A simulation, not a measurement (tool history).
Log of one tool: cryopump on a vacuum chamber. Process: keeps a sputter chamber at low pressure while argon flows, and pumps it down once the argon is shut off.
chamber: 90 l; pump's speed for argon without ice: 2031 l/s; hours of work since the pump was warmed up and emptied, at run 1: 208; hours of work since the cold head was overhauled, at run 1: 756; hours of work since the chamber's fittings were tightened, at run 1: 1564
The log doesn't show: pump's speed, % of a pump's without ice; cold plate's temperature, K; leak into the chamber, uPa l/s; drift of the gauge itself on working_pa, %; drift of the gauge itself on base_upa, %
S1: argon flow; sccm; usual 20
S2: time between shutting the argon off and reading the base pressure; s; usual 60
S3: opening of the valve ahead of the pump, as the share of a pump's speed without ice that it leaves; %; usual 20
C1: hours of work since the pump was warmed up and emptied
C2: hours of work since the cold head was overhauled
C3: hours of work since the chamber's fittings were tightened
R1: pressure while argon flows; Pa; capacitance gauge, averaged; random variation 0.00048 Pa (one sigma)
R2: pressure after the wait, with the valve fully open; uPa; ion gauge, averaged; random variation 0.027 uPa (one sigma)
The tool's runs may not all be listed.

run	hour	S1	S2	S3	C1	C2	C3	R1	R2
1	0.0	20	60	20	208	756	1564	0.0841	1.53
2	17.2	20	60	20	221	769	1576	0.0849	1.52
3	41.0	38	60	20	238	786	1593	0.1610	1.59
4	65.4	38	60	20	256	804	1611	0.1618	1.58
5	84.0	20	30	20	269	817	1624	0.0850	2.66
6	99.6	20	30	20	280	828	1636	0.0846	2.69
7	117.1	20	30	20	293	841	1648	0.0847	2.66
8	133.9	20	70	20	305	853	1661	0.0847	1.46
9	155.9	20	70	20	321	869	1677	0.0857	1.45
10	176.3	20	70	20	336	884	1691	0.0853	1.43
11	193.5	20	70	20	348	896	1704	0.0855	1.43
12	212.8	20	60	20	362	910	1718	0.0853	1.62
13	225.8	20	60	20	372	920	1727	0.0857	1.55
14	248.6	20	60	20	388	936	1744	0.0862	1.65
15	265.8	20	60	20	401	949	1756	0.0862	1.59
16	289.7	20	60	20	418	966	1774	0.0852	1.63
17	312.6	20	60	20	435	983	1790	0.0864	1.66
18	340.4	20	60	20	455	1003	1810	0.0867	1.68
19	364.4	33	60	16	472	1020	1828	0.1769	1.63
20	388.8	11	60	21	490	1038	1845	0.0458	1.64
21	406.3	27	187	15	503	1051	1858	0.1529	0.93
22	432.4	32	134	57	522	1070	1877	0.0528	1.04
23	454.1	29	106	40	537	1085	1893	0.0652	1.20
# hour 463.1: pump warmed up, emptied and cooled again
24	471.4	29	106	40	6	1094	1902	0.0609	1.10
25	484.7	19	37	45	16	1104	1911	0.0349	2.29
26	498.3	13	60	30	26	1114	1921	0.0365	1.61
27	513.5	13	81	43	37	1125	1932	0.0251	1.31
28	535.7	13	81	43	53	1141	1948	0.0251	1.28
29	547.5	13	81	43	61	1149	1957	0.0258	1.33
30	559.0	13	81	43	69	1158	1965	0.0256	1.33
31	586.5	17	159	35	89	1178	1985	0.0403	0.89
32	608.9	40	129	44	106	1194	2001	0.0773	1.01
33	620.9	40	129	44	114	1203	2010	0.0770	1.00
34	640.6	40	129	44	129	1217	2024	0.0772	0.96

3 ways to go on from here, each from the tool as it stands after run 34. What would each give?
A	663.3	32	116	44	145	1233	2041	?	?
B	663.3	30	60	21	145	1233	2041	?	?
C	663.3	15	102	46	145	1233	2041	?	?

run	R1	R2
A	0.0616	1.10
B	0.1208	1.61
C	0.0278	1.15
Without the tool's hidden state the same runs would have given:
run	R1	R2
A	0.0602	0.73
B	0.1195	1.23
C	0.0271	0.78
